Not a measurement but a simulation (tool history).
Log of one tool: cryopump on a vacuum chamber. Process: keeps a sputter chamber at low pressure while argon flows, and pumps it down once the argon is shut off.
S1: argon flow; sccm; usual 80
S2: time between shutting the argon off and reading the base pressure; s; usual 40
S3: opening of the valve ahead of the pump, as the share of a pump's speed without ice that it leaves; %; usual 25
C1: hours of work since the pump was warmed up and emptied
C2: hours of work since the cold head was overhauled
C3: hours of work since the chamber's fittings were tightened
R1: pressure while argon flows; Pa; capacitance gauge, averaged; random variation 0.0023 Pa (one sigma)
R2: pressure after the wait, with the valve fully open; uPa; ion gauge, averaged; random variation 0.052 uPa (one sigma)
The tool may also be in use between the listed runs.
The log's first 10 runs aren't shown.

run,hour,S1,S2,S3,C1,C2,C3,R1,R2
11,298.4,80,40,16,38,1772,1935,0.8836,5.82
12,327.4,80,22,25,64,1797,1960,0.5672,8.23
13,346.4,80,22,25,80,1814,1977,0.5772,8.51
14,368.9,80,45,25,100,1834,1997,0.5750,5.79
15,391.4,80,45,25,120,1854,2017,0.5766,5.72
16,426.5,80,45,25,151,1885,2048,0.5818,5.96
17,458.2,80,45,25,179,1913,2075,0.5850,6.16
18,489.0,80,82,25,206,1940,2103,0.5886,5.22
19,517.3,80,82,25,231,1965,2128,0.5942,5.12
20,548.0,82,82,25,258,1992,2155,0.6098,5.28
21,584.5,36,120,46,290,2024,2187,0.1562,5.14
22,617.7,36,120,46,319,2053,2216,0.1579,5.12
# hour 628.5: pump warmed up, emptied and cooled again
23,646.3,36,114,46,16,2074,2237,0.1391,4.25
24,669.1,34,40,35,36,2094,2257,0.1730,6.30
25,710.8,33,40,35,72,2131,2294,0.1703,6.37
26,732.3,33,40,35,91,2150,2312,0.1711,6.57
27,753.3,33,40,35,110,2168,2331,0.1710,6.55
28,784.9,44,40,16,138,2196,2359,0.4896,6.77
29,827.8,109,75,38,175,2234,2397,0.5337,5.39
30,848.3,44,58,19,194,2252,2415,0.4217,6.16
31,873.3,67,21,15,216,2274,2437,0.8096,9.51
32,890.7,95,40,29,231,2289,2452,0.6152,7.11
33,920.7,125,40,28,257,2315,2478,0.8348,7.35
34,952.1,125,40,28,285,2343,2506,0.8476,7.35
35,991.1,45,40,25,319,2377,2540,0.3412,7.76

Forecast each of these 3 alternatives for the next run:
# hour 999.4: pump warmed up, emptied and cooled again
A,1023.7,151,99,19,21,2402,2565,?,?
# hour 999.4: pump warmed up, emptied and cooled again
B,1023.7,77,157,16,21,2402,2565,?,?
# hour 999.4: pump warmed up, emptied and cooled again
C,1023.7,142,155,49,21,2402,2565,?,?

run,R1,R2
A,1.3999,5.13
B,0.8515,4.56
C,0.5190,4.55
Without the tool's hidden state the same runs would have given:
run,R1,R2
A,1.3886,1.54
B,0.8456,1.04
C,0.5082,1.07
